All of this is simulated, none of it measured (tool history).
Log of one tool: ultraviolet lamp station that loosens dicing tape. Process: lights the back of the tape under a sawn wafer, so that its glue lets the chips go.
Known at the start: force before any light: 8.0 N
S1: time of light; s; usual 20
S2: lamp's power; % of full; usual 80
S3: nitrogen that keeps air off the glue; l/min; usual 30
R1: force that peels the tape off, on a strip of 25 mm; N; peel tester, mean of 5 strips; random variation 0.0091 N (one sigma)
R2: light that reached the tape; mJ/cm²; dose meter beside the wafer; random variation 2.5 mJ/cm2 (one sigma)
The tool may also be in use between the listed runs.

Run 1, hour 0: usual settings. Result: R1 0.436 N, R2 288 mJ/cm².
Run 2, hour 5.2: usual settings. Result: R1 0.437 N, R2 288 mJ/cm².
Run 3, hour 14.8: usual settings but S2 64 % of full. Result: R1 0.681 N, R2 231 mJ/cm².
Run 4, hour 27.2: usual settings but S2 64 % of full. Result: R1 0.656 N, R2 227 mJ/cm².
Run 5, hour 39.4: usual settings but S2 64 % of full. Result: R1 0.657 N, R2 230 mJ/cm².
Run 6, hour 48.3: usual settings but S2 64 % of full. Result: R1 0.658 N, R2 226 mJ/cm².
Run 7, hour 53.8: usual settings but S2 93 % of full. Result: R1 0.328 N, R2 324 mJ/cm².
Run 8, hour 61.9: usual settings but S2 93 % of full. Result: R1 0.354 N, R2 338 mJ/cm².
Run 9, hour 73.5: usual settings. Result: R1 0.443 N, R2 284 mJ/cm².
Run 10, hour 82.9: usual settings. Result: R1 0.445 N, R2 283 mJ/cm².
Run 11, hour 93.4: usual settings. Result: R1 0.42 N, R2 284 mJ/cm².
Run 12, hour 100.4: usual settings. Result: R1 0.44 N, R2 281 mJ/cm².
Run 13, hour 110.6: usual settings. Result: R1 0.445 N, R2 280 mJ/cm².
Run 14, hour 119.1: usual settings but S1 31 s. Result: R1 0.247 N, R2 435 mJ/cm².
Run 15, hour 125.8: usual settings but S3 13 l/min. Result: R1 0.858 N, R2 278 mJ/cm².
Run 16, hour 131.9: usual settings but S3 13 l/min. Result: R1 0.871 N, R2 278 mJ/cm².
Run 17, hour 143: usual settings but S3 13 l/min. Result: R1 0.852 N, R2 281 mJ/cm².
Run 18, hour 154.2: usual settings but S1 23 s, S3 13 l/min. Result: R1 0.646 N, R2 320 mJ/cm².
Run 19, hour 160.8: usual settings but S1 23 s, S3 13 l/min. Result: R1 0.64 N, R2 319 mJ/cm².
Run 20, hour 172.4: usual settings but S1 23 s, S3 13 l/min. Result: R1 0.646 N, R2 314 mJ/cm².
Run 21, hour 184.9: usual settings. Result: R1 0.434 N, R2 278 mJ/cm².
Run 22, hour 196.6: usual settings but S2 85 % of full. Result: R1 0.424 N, R2 293 mJ/cm².
Run 23, hour 208.7: usual settings but S2 76 % of full. Result: R1 0.504 N, R2 258 mJ/cm².
Run 24, hour 219.4: usual settings but S1 29 s, S3 42 l/min. Result: R1 0.237 N, R2 400 mJ/cm².
Run 25, hour 226: usual settings but S1 23 s, S2 76 % of full, S3 12 l/min. Result: R1 0.803 N, R2 296 mJ/cm².
Run 26, hour 234.8: usual settings but S1 13 s, S2 76 % of full, S3 21 l/min. Result: R1 1.421 N, R2 166 mJ/cm².
Run 27, hour 241.6: usual settings but S1 28 s, S2 61 % of full, S3 18 l/min. Result: R1 0.611 N, R2 289 mJ/cm².
Run 28, hour 252: usual settings but S1 28 s, S2 61 % of full, S3 18 l/min. Result: R1 0.593 N, R2 290 mJ/cm².
Run 29, hour 264.7: usual settings but S1 14 s, S2 70 % of full. Result: R1 1.16 N, R2 167 mJ/cm².
Run 30, hour 270.4: usual settings but S1 14 s, S2 91 % of full, S3 47 l/min. Result: R1 0.559 N, R2 215 mJ/cm².
Run 31, hour 279.3: usual settings but S3 43 l/min. Result: R1 0.39 N, R2 264 mJ/cm².
Run 32, hour 287: usual settings but S1 11 s, S2 66 % of full, S3 13 l/min. Result: R1 2.828 N, R2 126 mJ/cm².
Run 33, hour 293.8: usual settings but S1 11 s, S2 66 % of full, S3 13 l/min. Result: R1 2.81 N, R2 125 mJ/cm².
Run 34, hour 306.3: usual settings but S1 21 s, S2 61 % of full. Result: R1 0.712 N, R2 213 mJ/cm².
Run 35, hour 313.6: usual settings but S3 40 l/min. Result: R1 0.399 N, R2 272 mJ/cm².
Run 36, hour 321.9: usual settings but S1 39 s, S3 52 l/min. Result: R1 0.224 N, R2 525 mJ/cm².
Run 37, hour 328.7: usual settings but S2 64 % of full, S3 13 l/min. Result: R1 1.328 N, R2 214 mJ/cm².
Run 38, hour 334.6: usual settings but S2 64 % of full, S3 13 l/min. Result: R1 1.354 N, R2 215 mJ/cm².
Run 39, hour 342.6: usual settings but S2 72 % of full, S3 56 l/min. Result: R1 0.394 N, R2 244 mJ/cm².
Run 40, hour 352.3: usual settings but S1 39 s, S2 99 % of full, S3 14 l/min. Result: R1 0.245 N, R2 646 mJ/cm².
Run 41, hour 361: usual settings but S1 33 s, S2 65 % of full, S3 29 l/min. Result: R1 0.302 N, R2 362 mJ/cm².
Run 42, hour 368: usual settings but S1 33 s, S2 65 % of full, S3 29 l/min. Result: R1 0.292 N, R2 356 mJ/cm².
Run 43, hour 374.1: usual settings but S2 79 % of full, S3 9 l/min. Result: R1 1.204 N, R2 265 mJ/cm².
Run 44, hour 379.9: usual settings but S2 63 % of full, S3 13 l/min. Result: R1 1.397 N, R2 210 mJ/cm².

Forecast each of these 4 alternatives for the next run:
Run A, hour 388.2: usual settings but S2 63 % of full, S3 26 l/min. Result: R1 ?, R2 ?.
Run B, hour 388.2: usual settings but S1 24 s, S3 10 l/min. Result: R1 ?, R2 ?.
Run C, hour 388.2: usual settings but S1 18 s, S3 23 l/min. Result: R1 ?, R2 ?.
Run D, hour 388.2: usual settings but S2 87 % of full. Result: R1 ?, R2 ?.

run     R1   R2
  A  0.864  208
  B  0.842  315
  C  0.748  236
  D  0.418  289
Without the tool's hidden state the same runs would have given:
run     R1   R2
  A  0.659  240
  B  0.641  364
  C   0.57  272
  D  0.331  334

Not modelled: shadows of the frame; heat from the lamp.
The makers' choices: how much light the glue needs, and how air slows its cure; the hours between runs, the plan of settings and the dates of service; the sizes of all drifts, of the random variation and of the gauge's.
